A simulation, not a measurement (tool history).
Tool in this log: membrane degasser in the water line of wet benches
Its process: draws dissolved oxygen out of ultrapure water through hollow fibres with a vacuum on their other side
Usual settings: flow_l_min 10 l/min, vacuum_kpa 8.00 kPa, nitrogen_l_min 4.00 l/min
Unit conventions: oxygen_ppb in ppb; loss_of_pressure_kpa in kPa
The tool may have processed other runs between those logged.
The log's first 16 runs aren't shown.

run,hour,flow_l_min,vacuum_kpa,nitrogen_l_min,oxygen_ppb,loss_of_pressure_kpa
17,483.0,10,8.00,4.05,51.7,52.08
18,528.0,10,8.00,4.05,52.0,51.89
19,554.4,10,8.00,4.05,52.7,52.30
20,583.0,10,8.00,4.05,52.7,51.80
# hour 591.5: seals of the vacuum lines changed
21,623.0,10,14.49,2.19,146.8,51.80
22,650.3,7,5.28,2.59,16.7,36.57
23,671.7,7,5.28,2.59,16.5,36.15
24,692.4,7,5.28,2.59,16.9,36.50
25,738.5,11,11.18,2.59,119.3,56.95
# hour 774.2: gauge calibrated
26,776.9,13,11.58,7.78,114.3,68.46
27,810.0,13,11.58,7.78,113.4,68.54
28,834.2,8,11.58,7.78,27.8,42.45
29,852.9,8,11.58,7.78,27.9,42.10
30,895.9,16,8.00,5.03,208.0,84.75
31,917.6,16,8.00,5.03,209.8,84.57
32,942.4,7,8.00,4.00,23.7,36.99

Branching from run 32: 4 alternative next runs. What would each branch give?
A,976.6,10,11.61,3.51,?,?
B,976.6,11,8.00,10.13,?,?
C,976.6,10,8.56,4.00,?,?
D,976.6,15,11.64,5.00,?,?

run,oxygen_ppb,loss_of_pressure_kpa
A,80.7,52.78
B,50.2,58.11
C,55.5,52.75
D,200.0,79.32
The same runs, with their run-to-run variation unchanged, on a tool lacking any hidden condition would have given:
run,oxygen_ppb,loss_of_pressure_kpa
A,80.7,53.12
B,50.1,58.48
C,55.5,53.09
D,199.8,79.83

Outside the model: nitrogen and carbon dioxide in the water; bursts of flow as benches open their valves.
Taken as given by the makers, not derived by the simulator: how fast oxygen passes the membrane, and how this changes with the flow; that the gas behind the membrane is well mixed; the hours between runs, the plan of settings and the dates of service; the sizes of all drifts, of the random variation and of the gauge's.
